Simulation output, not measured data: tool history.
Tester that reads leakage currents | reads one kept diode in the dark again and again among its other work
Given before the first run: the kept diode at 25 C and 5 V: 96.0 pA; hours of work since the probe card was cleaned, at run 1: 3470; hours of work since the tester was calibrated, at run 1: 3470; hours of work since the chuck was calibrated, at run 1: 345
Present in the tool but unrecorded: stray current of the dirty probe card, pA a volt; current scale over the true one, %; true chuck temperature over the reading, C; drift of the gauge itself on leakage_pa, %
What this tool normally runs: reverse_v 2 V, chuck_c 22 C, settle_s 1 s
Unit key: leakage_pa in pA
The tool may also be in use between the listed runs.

| run | hour | reverse_v | chuck_c | settle_s | hours of work since the probe card was cleaned | hours of work since the tester was calibrated | hours of work since the chuck was calibrated | leakage_pa |
|---|---|---|---|---|---|---|---|---|
| 1 | 0 | 2 | 22 | 1 | 3470 | 3470 | 345 | 63.75 |
| 2 | 111.7 | 7.85 | 22 | 1 | 3557 | 3557 | 433 | 111.27 |
| 3 | 210.8 | 2 | 56 | 1 | 3635 | 3635 | 510 | 963.6 |
| 4 | 296.2 | 2 | 56 | 1 | 3701 | 3701 | 577 | 978.82 |
| 5 | 361.2 | 2 | 56 | 1 | 3752 | 3752 | 628 | 980.57 |
|  | 394.5 | tester calibrated |
|  | 424.8 | probe card cleaned and baked |
| 6 | 488.8 | 2 | 56 | 1 | 50 | 71 | 724 | 990.72 |
|  | 590.2 | chuck's temperature calibrated |
| 7 | 617.5 | 1.04 | 56 | 1 | 149 | 171 | 21 | 706.99 |
| 8 | 699.7 | 17.17 | 22 | 4.22 | 213 | 235 | 86 | 111.84 |
| 9 | 769.9 | 17.17 | 22 | 4.22 | 268 | 290 | 141 | 113.52 |
|  | 812.9 | tester calibrated, once more |
| 10 | 831.9 | 2.35 | 26 | 1.48 | 315 | 15 | 187 | 86.71 |
| 11 | 903.7 | 17.02 | 55 | 5.21 | 371 | 71 | 244 | 1667.59 |
| 12 | 999.1 | 2.49 | 50 | 2.96 | 446 | 146 | 318 | 631.94 |

What if the next run were any one of these 3? Each begins from the tool's condition after run 12:
| A | 1112.4 | 1.14 | 22 | 1 | 535 | 234 | 407 | ? |
| B | 1112.4 | 3.04 | 45 | 2.85 | 535 | 234 | 407 | ? |
| C | 1112.4 | 2 | 29 | 6.04 | 535 | 234 | 407 | ? |

| run | leakage_pa |
|---|---|
| A | 50.92 |
| B | 470.02 |
| C | 111.62 |
What these runs would have given with no unlogged condition in the tool:
| run | leakage_pa |
|---|---|
| A | 46.48 |
| B | 435.88 |
| C | 102.35 |
